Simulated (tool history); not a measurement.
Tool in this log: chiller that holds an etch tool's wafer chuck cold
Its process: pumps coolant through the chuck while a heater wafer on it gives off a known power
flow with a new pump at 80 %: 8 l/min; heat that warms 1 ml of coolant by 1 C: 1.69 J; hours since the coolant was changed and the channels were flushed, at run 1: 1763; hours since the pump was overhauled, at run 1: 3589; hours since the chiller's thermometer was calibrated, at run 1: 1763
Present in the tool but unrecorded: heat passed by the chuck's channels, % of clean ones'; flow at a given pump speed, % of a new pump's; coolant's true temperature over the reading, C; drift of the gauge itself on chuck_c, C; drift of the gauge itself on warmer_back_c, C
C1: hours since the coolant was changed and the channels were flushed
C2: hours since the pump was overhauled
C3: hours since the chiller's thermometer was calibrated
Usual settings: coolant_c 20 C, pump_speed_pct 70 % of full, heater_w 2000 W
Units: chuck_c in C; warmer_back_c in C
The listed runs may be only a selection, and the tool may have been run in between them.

run 1 hour=0.0 | coolant_c=20 pump_speed_pct=70 heater_w=2000 | C1=1763 C2=3589 C3=1763 | chuck_c=37.3 warmer_back_c=10.23
run 2 hour=82.6 | coolant_c=20 pump_speed_pct=70 heater_w=2000 | C1=1845 C2=3672 C3=1845 | chuck_c=37.3 warmer_back_c=10.17
run 3 hour=179.7 | coolant_c=20 pump_speed_pct=95 heater_w=2000 | C1=1942 C2=3769 C3=1942 | chuck_c=33.4 warmer_back_c=7.51
run 4 hour=281.7 | coolant_c=20 pump_speed_pct=95 heater_w=2000 | C1=2044 C2=3871 C3=2044 | chuck_c=33.4 warmer_back_c=7.55
run 5 hour=341.3 | coolant_c=20 pump_speed_pct=95 heater_w=2000 | C1=2104 C2=3931 C3=2104 | chuck_c=33.4 warmer_back_c=7.54
run 6 hour=388.9 | coolant_c=20 pump_speed_pct=70 heater_w=2000 | C1=2152 C2=3978 C3=2152 | chuck_c=37.1 warmer_back_c=10.27
run 7 hour=474.2 | coolant_c=20 pump_speed_pct=70 heater_w=2000 | C1=2237 C2=4063 C3=2237 | chuck_c=37.3 warmer_back_c=10.28
run 8 hour=526.3 | coolant_c=20 pump_speed_pct=61 heater_w=2000 | C1=2289 C2=4116 C3=2289 | chuck_c=39.1 warmer_back_c=11.85
run 9 hour=642.4 | coolant_c=20 pump_speed_pct=74 heater_w=2000 | C1=2405 C2=4232 C3=2405 | chuck_c=36.3 warmer_back_c=9.71
run 10 hour=708.5 | coolant_c=20 pump_speed_pct=74 heater_w=2183 | C1=2471 C2=4298 C3=2471 | chuck_c=37.6 warmer_back_c=10.56
run 11 hour=778.4 | coolant_c=20 pump_speed_pct=74 heater_w=2183 | C1=2541 C2=4368 C3=2541 | chuck_c=38.0 warmer_back_c=10.62
run 12 hour=893.7 | coolant_c=20 pump_speed_pct=74 heater_w=2183 | C1=2656 C2=4483 C3=2656 | chuck_c=37.8 warmer_back_c=10.66
run 13 hour=955.4 | coolant_c=20 pump_speed_pct=74 heater_w=2183 | C1=2718 C2=4545 C3=2718 | chuck_c=37.9 warmer_back_c=10.62
run 14 hour=1057.3 | coolant_c=25 pump_speed_pct=70 heater_w=2000 | C1=2820 C2=4647 C3=2820 | chuck_c=42.1 warmer_back_c=10.51
run 15 hour=1147.3 | coolant_c=20 pump_speed_pct=70 heater_w=2000 | C1=2910 C2=4737 C3=2910 | chuck_c=37.3 warmer_back_c=10.37
run 16 hour=1249.6 | coolant_c=20 pump_speed_pct=70 heater_w=1141 | C1=3012 C2=4839 C3=3012 | chuck_c=29.7 warmer_back_c=6.02
run 17 hour=1354.5 | coolant_c=14 pump_speed_pct=62 heater_w=2800 | C1=3117 C2=4944 C3=3117 | chuck_c=40.5 warmer_back_c=16.50
run 18 hour=1454.1 | coolant_c=14 pump_speed_pct=62 heater_w=2965 | C1=3217 C2=5043 C3=3217 | chuck_c=42.2 warmer_back_c=17.41
run 19 hour=1527.4 | coolant_c=26 pump_speed_pct=70 heater_w=2965 | C1=3290 C2=5117 C3=3290 | chuck_c=51.4 warmer_back_c=15.30
run 20 hour=1585.9 | coolant_c=26 pump_speed_pct=90 heater_w=2965 | C1=3349 C2=5175 C3=3349 | chuck_c=46.4 warmer_back_c=11.97
run 21 hour=1670.2 | coolant_c=16 pump_speed_pct=90 heater_w=1559 | C1=3433 C2=5259 C3=3433 | chuck_c=26.9 warmer_back_c=6.41
run 22 hour=1787.0 | coolant_c=27 pump_speed_pct=75 heater_w=2000 | C1=3550 C2=5376 C3=3550 | chuck_c=43.1 warmer_back_c=9.84
-- hour=1855.5 coolant changed, channels flushed
run 23 hour=1855.5 | coolant_c=20 pump_speed_pct=70 heater_w=1306 | C1=0 C2=5439 C3=3612 | chuck_c=31.0 warmer_back_c=6.92
-- hour=1890.3 chiller's thermometer calibrated
run 24 hour=1920.0 | coolant_c=11 pump_speed_pct=84 heater_w=2172 | C1=63 C2=5502 C3=30 | chuck_c=27.0 warmer_back_c=9.51
-- hour=1969.7 coolant pump overhauled
run 25 hour=1979.6 | coolant_c=11 pump_speed_pct=84 heater_w=2172 | C1=118 C2=10 C3=84 | chuck_c=26.8 warmer_back_c=9.50
run 26 hour=2079.5 | coolant_c=13 pump_speed_pct=84 heater_w=2592 | C1=218 C2=110 C3=184 | chuck_c=32.1 warmer_back_c=11.20
run 27 hour=2137.9 | coolant_c=13 pump_speed_pct=93 heater_w=2670 | C1=276 C2=168 C3=243 | chuck_c=31.0 warmer_back_c=10.56
run 28 hour=2193.8 | coolant_c=26 pump_speed_pct=70 heater_w=2670 | C1=332 C2=224 C3=299 | chuck_c=48.8 warmer_back_c=13.95
run 29 hour=2257.5 | coolant_c=20 pump_speed_pct=98 heater_w=1110 | C1=396 C2=288 C3=362 | chuck_c=27.1 warmer_back_c=4.43
run 30 hour=2320.6 | coolant_c=14 pump_speed_pct=64 heater_w=1100 | C1=459 C2=351 C3=425 | chuck_c=24.0 warmer_back_c=6.55
run 31 hour=2396.6 | coolant_c=14 pump_speed_pct=75 heater_w=1422 | C1=535 C2=427 C3=501 | chuck_c=25.5 warmer_back_c=7.07
run 32 hour=2489.8 | coolant_c=14 pump_speed_pct=74 heater_w=2501 | C1=628 C2=520 C3=595 | chuck_c=34.3 warmer_back_c=12.50

Measured minus without-hidden-state, run by run (identical run-to-run variation in each term; gauge scatter may differ):
run=1 warmer_back_c=+0.02
run=2 warmer_back_c=+0.03
run=3 warmer_back_c=+0.04
run=4 warmer_back_c=+0.06
run=5 warmer_back_c=+0.07
run=6 warmer_back_c=+0.08
run=7 warmer_back_c=+0.10
run=8 warmer_back_c=+0.11
run=9 warmer_back_c=+0.13
run=10 warmer_back_c=+0.14
run=11 warmer_back_c=+0.15
run=12 warmer_back_c=+0.17
run=13 warmer_back_c=+0.18
run=14 warmer_back_c=+0.20
run=15 warmer_back_c=+0.21
run=16 warmer_back_c=+0.23
run=17 warmer_back_c=+0.27
run=18 warmer_back_c=+0.29
run=19 warmer_back_c=+0.29
run=20 warmer_back_c=+0.30
run=21 warmer_back_c=+0.30
run=22 warmer_back_c=+0.32
run=23 warmer_back_c=+0.33
run=24 warmer_back_c=+0.35
run=25 warmer_back_c=+0.33
run=26 warmer_back_c=+0.35
run=27 warmer_back_c=+0.36
run=28 warmer_back_c=+0.37
run=29 warmer_back_c=+0.38
run=30 warmer_back_c=+0.40
run=31 warmer_back_c=+0.40
run=32 warmer_back_c=+0.42
chuck_c: at most 0.1 C away from the measurement, every run.
